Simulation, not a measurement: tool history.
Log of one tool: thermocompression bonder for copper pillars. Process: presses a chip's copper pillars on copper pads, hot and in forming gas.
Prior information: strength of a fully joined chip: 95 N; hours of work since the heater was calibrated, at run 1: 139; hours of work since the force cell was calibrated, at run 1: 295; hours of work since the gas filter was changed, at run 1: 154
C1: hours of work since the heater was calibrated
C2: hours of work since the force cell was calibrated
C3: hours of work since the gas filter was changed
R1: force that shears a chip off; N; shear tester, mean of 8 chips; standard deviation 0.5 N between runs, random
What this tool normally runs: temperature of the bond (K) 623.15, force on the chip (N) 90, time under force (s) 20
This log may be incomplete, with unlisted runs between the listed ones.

{"run": 1, "hour": 0.0, "temperature of the bond (K)": 623.15, "force on the chip (N)": 90, "time under force (s)": 20, "C1": 139, "C2": 295, "C3": 154, "R1": 62.4}
{"run": 2, "hour": 9.1, "temperature of the bond (K)": 623.15, "force on the chip (N)": 90, "time under force (s)": 20, "C1": 145, "C2": 301, "C3": 160, "R1": 63.0}
{"hour": 17.6, "done": "forming gas filter changed"}
{"run": 3, "hour": 22.5, "temperature of the bond (K)": 623.15, "force on the chip (N)": 90, "time under force (s)": 20, "C1": 154, "C2": 309, "C3": 3, "R1": 68.0}
{"run": 4, "hour": 34.7, "temperature of the bond (K)": 623.15, "force on the chip (N)": 90, "time under force (s)": 20, "C1": 161, "C2": 317, "C3": 11, "R1": 68.1}
{"run": 5, "hour": 43.6, "temperature of the bond (K)": 623.15, "force on the chip (N)": 59, "time under force (s)": 20, "C1": 167, "C2": 323, "C3": 17, "R1": 51.1}
{"run": 6, "hour": 58.2, "temperature of the bond (K)": 644.15, "force on the chip (N)": 90, "time under force (s)": 20, "C1": 176, "C2": 332, "C3": 26, "R1": 77.7}
{"run": 7, "hour": 68.4, "temperature of the bond (K)": 623.15, "force on the chip (N)": 90, "time under force (s)": 20, "C1": 183, "C2": 338, "C3": 32, "R1": 67.5}
{"run": 8, "hour": 86.6, "temperature of the bond (K)": 650.15, "force on the chip (N)": 83, "time under force (s)": 60, "C1": 195, "C2": 350, "C3": 44, "R1": 87.5}
{"run": 9, "hour": 99.2, "temperature of the bond (K)": 647.15, "force on the chip (N)": 58, "time under force (s)": 22, "C1": 203, "C2": 358, "C3": 52, "R1": 63.7}
{"run": 10, "hour": 110.5, "temperature of the bond (K)": 647.15, "force on the chip (N)": 58, "time under force (s)": 22, "C1": 210, "C2": 365, "C3": 59, "R1": 63.4}
{"run": 11, "hour": 122.0, "temperature of the bond (K)": 623.15, "force on the chip (N)": 108, "time under force (s)": 30, "C1": 217, "C2": 373, "C3": 67, "R1": 79.2}
{"run": 12, "hour": 134.0, "temperature of the bond (K)": 623.15, "force on the chip (N)": 108, "time under force (s)": 30, "C1": 225, "C2": 380, "C3": 74, "R1": 78.3}
{"run": 13, "hour": 148.3, "temperature of the bond (K)": 651.15, "force on the chip (N)": 90, "time under force (s)": 20, "C1": 234, "C2": 389, "C3": 83, "R1": 78.2}
{"run": 14, "hour": 164.9, "temperature of the bond (K)": 625.15, "force on the chip (N)": 85, "time under force (s)": 15, "C1": 244, "C2": 400, "C3": 94, "R1": 58.9}

Some steps in R1, run to run, broken into two amounts with sign: the step expected even without the hidden condition (settings, incoming material, random variation), and the rest, left for the hidden condition together with whatever gauge scatter is not in both the measured and the hidden-condition-free result:
Hidden state at play: true temperature of the bond over the reading, C; force that reaches the chip, % of what is set; oxide that the forming gas leaves, % of the face; drift of the gauge itself on shear_n, %.
Run 2 -> 3: forming gas filter changed. R1 +5.0 N: hidden state +5.6, all else -0.6.
Run 5 -> 6: temperature of the bond (K) 623.15 -> 644.15, force on the chip (N) 59 -> 90. R1 +26.6 N: hidden state -1.0, all else +27.6.
